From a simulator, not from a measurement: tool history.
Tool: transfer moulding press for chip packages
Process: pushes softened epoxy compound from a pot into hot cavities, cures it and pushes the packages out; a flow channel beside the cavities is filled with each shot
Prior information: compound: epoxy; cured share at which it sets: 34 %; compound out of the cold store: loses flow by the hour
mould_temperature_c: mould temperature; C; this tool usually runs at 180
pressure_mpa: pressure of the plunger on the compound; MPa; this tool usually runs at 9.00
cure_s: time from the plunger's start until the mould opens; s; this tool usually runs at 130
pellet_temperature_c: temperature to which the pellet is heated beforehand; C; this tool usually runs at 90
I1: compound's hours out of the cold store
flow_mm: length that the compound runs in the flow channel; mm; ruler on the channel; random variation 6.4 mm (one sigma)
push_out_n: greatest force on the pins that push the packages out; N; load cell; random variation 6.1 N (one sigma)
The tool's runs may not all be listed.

run 1 hour=0.0 | mould_temperature_c=180 pressure_mpa=9.00 cure_s=130 pellet_temperature_c=90 | I1=17.7 | flow_mm=634 push_out_n=237
-- hour=6.5 mould's thermocouples calibrated
-- hour=38.0 cavities cleaned with cleaning compound and waxed
run 2 hour=38.0 | mould_temperature_c=180 pressure_mpa=9.00 cure_s=130 pellet_temperature_c=90 | I1=14.5 | flow_mm=640 push_out_n=239
run 3 hour=74.1 | mould_temperature_c=180 pressure_mpa=9.00 cure_s=130 pellet_temperature_c=100 | I1=8.3 | flow_mm=663 push_out_n=363
-- hour=78.7 cavities cleaned with cleaning compound and waxed
run 4 hour=101.8 | mould_temperature_c=180 pressure_mpa=9.00 cure_s=130 pellet_temperature_c=100 | I1=14.1 | flow_mm=641 push_out_n=313
-- hour=122.4 plunger's sealing rings changed
-- hour=123.9 cavities cleaned with cleaning compound and waxed
run 5 hour=134.4 | mould_temperature_c=180 pressure_mpa=9.35 cure_s=130 pellet_temperature_c=100 | I1=9.6 | flow_mm=696 push_out_n=292
run 6 hour=157.5 | mould_temperature_c=180 pressure_mpa=9.00 cure_s=130 pellet_temperature_c=90 | I1=24.7 | flow_mm=649 push_out_n=331
-- hour=163.1 cavities cleaned with cleaning compound and waxed
run 7 hour=183.3 | mould_temperature_c=180 pressure_mpa=9.00 cure_s=130 pellet_temperature_c=90 | I1=47.1 | flow_mm=580 push_out_n=281
-- hour=203.5 cavities cleaned with cleaning compound and waxed
run 8 hour=231.6 | mould_temperature_c=180 pressure_mpa=9.00 cure_s=130 pellet_temperature_c=90 | I1=36.8 | flow_mm=613 push_out_n=317
-- hour=242.6 cavities cleaned with cleaning compound and waxed
run 9 hour=259.7 | mould_temperature_c=180 pressure_mpa=9.00 cure_s=130 pellet_temperature_c=90 | I1=29.5 | flow_mm=624 push_out_n=289
-- hour=283.2 cavities cleaned with cleaning compound and waxed
run 10 hour=286.2 | mould_temperature_c=180 pressure_mpa=9.00 cure_s=130 pellet_temperature_c=90 | I1=44.1 | flow_mm=579 push_out_n=248
-- hour=323.4 cavities cleaned with cleaning compound and waxed
run 11 hour=330.3 | mould_temperature_c=180 pressure_mpa=9.00 cure_s=130 pellet_temperature_c=90 | I1=14.4 | flow_mm=659 push_out_n=253
run 12 hour=359.8 | mould_temperature_c=180 pressure_mpa=9.00 cure_s=130 pellet_temperature_c=90 | I1=42.2 | flow_mm=570 push_out_n=326
-- hour=364.8 cavities cleaned with cleaning compound and waxed
run 13 hour=386.7 | mould_temperature_c=180 pressure_mpa=9.00 cure_s=130 pellet_temperature_c=90 | I1=29.9 | flow_mm=607 push_out_n=299
-- hour=405.2 cavities cleaned with cleaning compound and waxed
run 14 hour=423.5 | mould_temperature_c=180 pressure_mpa=9.00 cure_s=130 pellet_temperature_c=90 | I1=32.5 | flow_mm=600 push_out_n=293
-- hour=444.3 cavities cleaned with cleaning compound and waxed
-- hour=474.6 plunger's sealing rings changed
run 15 hour=474.6 | mould_temperature_c=180 pressure_mpa=9.00 cure_s=135 pellet_temperature_c=87 | I1=12.4 | flow_mm=700 push_out_n=323
-- hour=486.8 cavities cleaned with cleaning compound and waxed
run 16 hour=515.7 | mould_temperature_c=177 pressure_mpa=9.00 cure_s=157 pellet_temperature_c=87 | I1=14.0 | flow_mm=706 push_out_n=296
-- hour=526.8 cavities cleaned with cleaning compound and waxed
run 17 hour=560.4 | mould_temperature_c=178 pressure_mpa=9.00 cure_s=166 pellet_temperature_c=90 | I1=29.7 | flow_mm=639 push_out_n=278
-- hour=565.1 cavities cleaned with cleaning compound and waxed
-- hour=603.7 cavities cleaned with cleaning compound and waxed
run 18 hour=603.7 | mould_temperature_c=178 pressure_mpa=8.02 cure_s=166 pellet_temperature_c=97 | I1=38.7 | flow_mm=577 push_out_n=198
-- hour=644.4 cavities cleaned with cleaning compound and waxed
run 19 hour=648.6 | mould_temperature_c=180 pressure_mpa=6.83 cure_s=130 pellet_temperature_c=82 | I1=13.5 | flow_mm=569 push_out_n=245
-- hour=678.4 mould's thermocouples calibrated
-- hour=686.9 cavities cleaned with cleaning compound and waxed
run 20 hour=689.8 | mould_temperature_c=183 pressure_mpa=7.82 cure_s=130 pellet_temperature_c=82 | I1=39.4 | flow_mm=547 push_out_n=230
run 21 hour=710.1 | mould_temperature_c=183 pressure_mpa=7.82 cure_s=130 pellet_temperature_c=82 | I1=36.0 | flow_mm=552 push_out_n=300
-- hour=725.8 cavities cleaned with cleaning compound and waxed
run 22 hour=755.9 | mould_temperature_c=180 pressure_mpa=9.00 cure_s=130 pellet_temperature_c=85 | I1=21.8 | flow_mm=618 push_out_n=320
-- hour=766.2 cavities cleaned with cleaning compound and waxed
run 23 hour=782.7 | mould_temperature_c=180 pressure_mpa=9.00 cure_s=130 pellet_temperature_c=85 | I1=47.7 | flow_mm=560 push_out_n=297
-- hour=805.6 cavities cleaned with cleaning compound and waxed
run 24 hour=805.6 | mould_temperature_c=180 pressure_mpa=9.00 cure_s=130 pellet_temperature_c=99 | I1=12.8 | flow_mm=641 push_out_n=236
-- hour=829.6 plunger's sealing rings changed
-- hour=847.2 cavities cleaned with cleaning compound and waxed
run 25 hour=847.7 | mould_temperature_c=180 pressure_mpa=9.00 cure_s=130 pellet_temperature_c=99 | I1=25.5 | flow_mm=646 push_out_n=238
run 26 hour=872.0 | mould_temperature_c=180 pressure_mpa=9.00 cure_s=130 pellet_temperature_c=99 | I1=15.3 | flow_mm=681 push_out_n=306
-- hour=887.4 cavities cleaned with cleaning compound and waxed
run 27 hour=904.0 | mould_temperature_c=186 pressure_mpa=9.91 cure_s=130 pellet_temperature_c=90 | I1=37.2 | flow_mm=623 push_out_n=253

The logged runs with the hidden state left out (each run's random variation unchanged):
Hidden state at play: true mould temperature over the reading, C; pressure that reaches the compound, % of what is set; grip of the stained cavities, % over clean ones'; drift of the gauge itself on flow_mm, %; drift of the gauge itself on push_out_n, %.
run=1 flow_mm=670 push_out_n=220
run=2 flow_mm=680 push_out_n=230
run=3 flow_mm=709 push_out_n=241
run=4 flow_mm=690 push_out_n=222
run=5 flow_mm=698 push_out_n=237
run=6 flow_mm=654 push_out_n=224
run=7 flow_mm=587 push_out_n=208
run=8 flow_mm=626 push_out_n=223
run=9 flow_mm=641 push_out_n=218
run=10 flow_mm=599 push_out_n=229
run=11 flow_mm=687 push_out_n=219
run=12 flow_mm=599 push_out_n=221
run=13 flow_mm=641 push_out_n=219
run=14 flow_mm=638 push_out_n=221
run=15 flow_mm=702 push_out_n=227
run=16 flow_mm=713 push_out_n=204
run=17 flow_mm=652 push_out_n=186
run=18 flow_mm=593 push_out_n=193
run=19 flow_mm=591 push_out_n=224
run=20 flow_mm=572 push_out_n=216
run=21 flow_mm=580 push_out_n=220
run=22 flow_mm=656 push_out_n=220
run=23 flow_mm=598 push_out_n=231
run=24 flow_mm=688 push_out_n=235
run=25 flow_mm=649 push_out_n=235
run=26 flow_mm=688 push_out_n=220
run=27 flow_mm=633 push_out_n=192
